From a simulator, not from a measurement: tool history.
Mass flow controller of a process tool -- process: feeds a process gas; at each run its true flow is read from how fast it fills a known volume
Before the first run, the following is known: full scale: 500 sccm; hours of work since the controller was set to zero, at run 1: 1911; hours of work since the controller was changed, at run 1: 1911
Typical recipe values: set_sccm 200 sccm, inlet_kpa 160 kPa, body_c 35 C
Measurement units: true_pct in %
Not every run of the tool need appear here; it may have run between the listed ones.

run      day  set_sccm  inlet_kpa  body_c  hours of work since the controller was set to zero  hours of work since the controller was changed  true_pct
  1        0       200        160      35                                                1911                                            1911     98.29
  2    6.833       107        160      35                                                2002                                            2002     97.78
  3   11.871       107        160      35                                                2070                                            2070     97.83
  4   16.358       107        160      35                                                2130                                            2130     97.66
  5   22.617       107        160      35                                                2214                                            2214      97.8
  6   25.629       200        160      35                                                2254                                            2254     98.33
  7   29.279       200        218      35                                                2303                                            2303     98.49
  8   32.138       200        248      35                                                2341                                            2341     98.79
  9   38.275       200        233      35                                                2423                                            2423     98.67
 10   44.242       200        233      35                                                2503                                            2503     98.59
 11   47.946       200        160      35                                                2553                                            2553     98.17
 12   54.979       200        160      25                                                2647                                            2647     98.76
 13    58.35       200        264      25                                                2692                                            2692     99.28
 14   62.612       200        259      35                                                2750                                            2750      98.7
 15   67.462       200        259      24                                                2815                                            2815     99.09
 16   70.858       200        259      24                                                2860                                            2860     99.11
 17   75.783       445        160      35                                                2926                                            2926     99.17
 18   80.425       200        193      35                                                2988                                            2988     98.34
 19   83.771       200        193      35                                                3033                                            3033     98.43
 20    86.65       200        141      35                                                3072                                            3072     98.08
 21   90.388       450        167      23                                                3122                                            3122     99.54
 22   95.346       291        178      26                                                3188                                            3188     99.15
 23  100.012       225        261      26                                                3251                                            3251     99.14
 24  105.954        51        196      31                                                3330                                            3330     96.04
 25  110.858       200        169      38                                                3396                                            3396      98.1
 26  116.938       295        243      22                                                3477                                            3477      99.6
 27  121.721       200        227      35                                                3541                                            3541     98.47
 28  125.925       200        227      22                                                3598                                            3598     98.99
 29  132.004       417        227      22                                                3679                                            3679     99.76
 30   137.85        84        160      21                                                3757                                            3757     97.31
 31  144.771        84        145      21                                                3850                                            3850     97.21
 32  150.267        84        145      21                                                3924                                            3924     97.15
 33  153.321        70        217      35                                                3965                                            3965      96.6
 34  156.158       130        168      30                                                4003                                            4003     97.81
 35  162.679       130        212      30                                                4090                                            4090     97.89
 36  166.117       190        141      30                                                4136                                            4136     98.13
 37  169.125       446        209      35                                                4176                                            4176      99.4
 38  175.588       186        209      35                                                4263                                            4263     98.18
 39  179.929       116        188      35                                                4321                                            4321     97.38
 40  183.283       487        198      38                                                4366                                            4366     99.24

3 options for the next run, each taken on its own from the tool as it stands now. Forecast them:
  A  186.717       190        188      25                                                4412                                            4412         ?
  B  186.717        57        244      38                                                4412                                            4412         ?
  C  186.717       124        160      23                                                4412                                            4412         ?

run  true_pct
  A     98.53
  B     95.73
  C     97.87
Stripped of hidden state, with their random variation kept, the same runs would have yielded:
run  true_pct
  A     99.32
  B     98.88
  C      99.2
